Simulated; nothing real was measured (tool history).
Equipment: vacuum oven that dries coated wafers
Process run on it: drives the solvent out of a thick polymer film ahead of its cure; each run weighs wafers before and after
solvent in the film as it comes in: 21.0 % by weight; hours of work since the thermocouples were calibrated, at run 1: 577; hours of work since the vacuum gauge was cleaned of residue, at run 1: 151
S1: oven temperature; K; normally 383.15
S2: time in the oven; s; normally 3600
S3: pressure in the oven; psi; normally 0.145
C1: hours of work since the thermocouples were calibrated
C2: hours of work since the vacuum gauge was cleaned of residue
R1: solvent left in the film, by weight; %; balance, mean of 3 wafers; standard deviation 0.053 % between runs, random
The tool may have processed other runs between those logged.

run 1 day=0.000 | S1=383.15 S2=3600 S3=0.145 | C1=577 C2=151 | R1=1.75
run 2 day=0.538 | S1=383.15 S2=3600 S3=0.145 | C1=586 C2=160 | R1=1.81
run 3 day=0.988 | S1=383.15 S2=3600 S3=0.235 | C1=594 C2=167 | R1=2.17
run 4 day=1.654 | S1=383.15 S2=3600 S3=0.235 | C1=605 C2=178 | R1=2.22
run 5 day=1.962 | S1=383.15 S2=3600 S3=0.235 | C1=610 C2=183 | R1=1.98
run 6 day=2.329 | S1=383.15 S2=3600 S3=0.145 | C1=616 C2=189 | R1=1.75
run 7 day=2.771 | S1=383.15 S2=3600 S3=0.145 | C1=623 C2=197 | R1=1.74
run 8 day=3.200 | S1=383.15 S2=3600 S3=0.145 | C1=630 C2=204 | R1=1.77
run 9 day=3.562 | S1=383.15 S2=3600 S3=0.145 | C1=636 C2=210 | R1=1.68
run 10 day=3.883 | S1=383.15 S2=3600 S3=0.145 | C1=642 C2=215 | R1=1.72
run 11 day=4.396 | S1=393.15 S2=3600 S3=0.145 | C1=650 C2=224 | R1=0.71
run 12 day=4.800 | S1=396.15 S2=3600 S3=0.145 | C1=657 C2=230 | R1=0.43
run 13 day=5.079 | S1=396.15 S2=3600 S3=0.145 | C1=662 C2=235 | R1=0.46
run 14 day=5.521 | S1=396.15 S2=3600 S3=0.145 | C1=669 C2=242 | R1=0.50
run 15 day=5.800 | S1=396.15 S2=4800 S3=0.145 | C1=674 C2=247 | R1=0.43
run 16 day=6.379 | S1=396.15 S2=4800 S3=0.145 | C1=683 C2=256 | R1=0.48
run 17 day=6.925 | S1=396.15 S2=4800 S3=0.145 | C1=692 C2=266 | R1=0.57
run 18 day=7.454 | S1=396.15 S2=4800 S3=0.145 | C1=701 C2=274 | R1=0.46
run 19 day=8.104 | S1=396.15 S2=4800 S3=0.145 | C1=712 C2=285 | R1=0.41
run 20 day=8.538 | S1=383.15 S2=5400 S3=0.145 | C1=719 C2=292 | R1=0.99
run 21 day=9.158 | S1=383.15 S2=5400 S3=0.145 | C1=729 C2=302 | R1=1.07
-- day=9.262 vacuum gauge cleaned of residue and calibrated
run 22 day=9.771 | S1=383.15 S2=5400 S3=0.145 | C1=738 C2=8 | R1=1.02
run 23 day=10.433 | S1=383.15 S2=5400 S3=0.145 | C1=749 C2=19 | R1=0.96
run 24 day=10.867 | S1=383.15 S2=3600 S3=0.261 | C1=756 C2=27 | R1=2.31
run 25 day=11.358 | S1=383.15 S2=5820 S3=0.086 | C1=764 C2=35 | R1=0.71
run 26 day=11.817 | S1=383.15 S2=5820 S3=0.086 | C1=772 C2=42 | R1=0.65
-- day=12.196 vacuum gauge cleaned of residue and calibrated, once more
run 27 day=12.283 | S1=383.15 S2=5820 S3=0.521 | C1=779 C2=1 | R1=2.64
run 28 day=12.938 | S1=372.15 S2=4680 S3=0.187 | C1=790 C2=12 | R1=4.08
run 29 day=13.529 | S1=372.15 S2=4680 S3=0.187 | C1=799 C2=22 | R1=4.04
run 30 day=13.992 | S1=387.15 S2=3600 S3=0.145 | C1=807 C2=30 | R1=1.01
run 31 day=14.508 | S1=393.15 S2=2100 S3=0.531 | C1=816 C2=38 | R1=2.53
run 32 day=15.029 | S1=383.15 S2=3360 S3=0.145 | C1=824 C2=47 | R1=1.77
run 33 day=15.558 | S1=383.15 S2=3360 S3=0.145 | C1=833 C2=56 | R1=1.94
run 34 day=16.171 | S1=383.15 S2=3360 S3=0.145 | C1=843 C2=66 | R1=1.89
run 35 day=16.688 | S1=394.15 S2=1860 S3=0.364 | C1=852 C2=74 | R1=2.12
run 36 day=17.246 | S1=395.15 S2=1860 S3=0.220 | C1=861 C2=84 | R1=1.41
run 37 day=17.629 | S1=395.15 S2=1860 S3=0.220 | C1=867 C2=90 | R1=1.43
run 38 day=18.162 | S1=394.15 S2=2100 S3=0.090 | C1=876 C2=99 | R1=0.94
run 39 day=18.738 | S1=385.15 S2=5400 S3=0.348 | C1=886 C2=108 | R1=1.67
run 40 day=19.021 | S1=385.15 S2=5400 S3=0.348 | C1=890 C2=113 | R1=1.77
run 41 day=19.592 | S1=385.15 S2=5400 S3=0.348 | C1=900 C2=122 | R1=1.62
run 42 day=20.021 | S1=391.15 S2=3840 S3=0.077 | C1=907 C2=129 | R1=0.39
run 43 day=20.350 | S1=391.15 S2=3840 S3=0.077 | C1=912 C2=135 | R1=0.40
run 44 day=20.688 | S1=390.15 S2=2460 S3=0.145 | C1=918 C2=141 | R1=1.29
run 45 day=21.075 | S1=377.15 S2=1920 S3=0.232 | C1=924 C2=147 | R1=7.30
run 46 day=21.688 | S1=377.15 S2=1920 S3=0.232 | C1=934 C2=157 | R1=7.21
run 47 day=22.071 | S1=378.15 S2=3420 S3=0.119 | C1=941 C2=163 | R1=2.99

Pick out some run-to-run changes in R1. Of each, how much would a tool without hidden state show as well, from the settings, what came in and chance, and how much is left for the hidden state and any gauge scatter not in both results compared?
Hidden conditions of the tool in this case: true wafer temperature over the reading, C; true pressure over the reading, kPa; drift of the gauge itself on solvent_pct, %.
Run 26 -> 27: S3 0.086 -> 0.521, vacuum gauge cleaned of residue and calibrated, once more. R1 +1.99 %: hidden state -0.15, all else +2.14.
Run 27 -> 28: S1 383.15 -> 372.15, S2 5820 -> 4680, S3 0.521 -> 0.187. R1 +1.44 %: hidden state -0.13, all else +1.57.
Run 29 -> 30: S1 372.15 -> 387.15, S2 4680 -> 3600, S3 0.187 -> 0.145. R1 -3.03 %: hidden state +0.13, all else -3.16.
Run 44 -> 45: S1 390.15 -> 377.15, S2 2460 -> 1920, S3 0.145 -> 0.232. R1 +6.01 %: hidden state -0.16, all else +6.17.
Run 46 -> 47: S1 377.15 -> 378.15, S2 1920 -> 3420, S3 0.232 -> 0.119. R1 -4.22 %: hidden state +0.07, all else -4.29.
